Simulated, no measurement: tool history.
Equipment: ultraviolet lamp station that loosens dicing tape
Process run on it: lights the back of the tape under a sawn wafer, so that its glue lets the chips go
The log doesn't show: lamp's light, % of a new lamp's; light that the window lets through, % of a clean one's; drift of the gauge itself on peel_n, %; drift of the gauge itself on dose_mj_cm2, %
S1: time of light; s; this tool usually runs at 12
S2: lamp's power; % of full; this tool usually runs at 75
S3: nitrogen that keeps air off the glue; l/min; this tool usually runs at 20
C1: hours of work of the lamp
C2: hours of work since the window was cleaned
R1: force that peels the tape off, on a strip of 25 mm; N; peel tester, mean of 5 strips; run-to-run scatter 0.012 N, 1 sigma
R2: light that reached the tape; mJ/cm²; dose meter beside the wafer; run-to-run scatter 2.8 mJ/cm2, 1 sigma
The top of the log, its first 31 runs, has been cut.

| run | hour | S1 | S2 | S3 | C1 | C2 | R1 | R2 |
|---|---|---|---|---|---|---|---|---|
| 32 | 1217.2 | 12 | 65 | 38 | 603 | 232 | 0.929 | 264 |
| 33 | 1262.5 | 7 | 65 | 11 | 633 | 262 | 3.567 | 153 |
| 34 | 1311.7 | 7 | 65 | 11 | 667 | 296 | 3.744 | 145 |
| 35 | 1340.9 | 8 | 79 | 15 | 686 | 315 | 2.077 | 209 |
| 36 | 1373.7 | 8 | 79 | 15 | 708 | 337 | 2.259 | 203 |
| 37 | 1405.3 | 12 | 75 | 8 | 730 | 359 | 1.637 | 288 |
| 38 | 1445.5 | 17 | 75 | 8 | 757 | 386 | 0.832 | 401 |
| 39 | 1487.8 | 17 | 75 | 8 | 785 | 414 | 0.889 | 391 |

What will run 40 give?
| 40 | 1513.8 | 17 | 75 | 8 | 803 | 432 | ? | ? |

R1: 0.854 N
R2: 395 mJ/cm²
Were there no unlogged condition in the tool, this run, its random variation unchanged, would have produced R1 0.424 N, R2 553 mJ/cm².
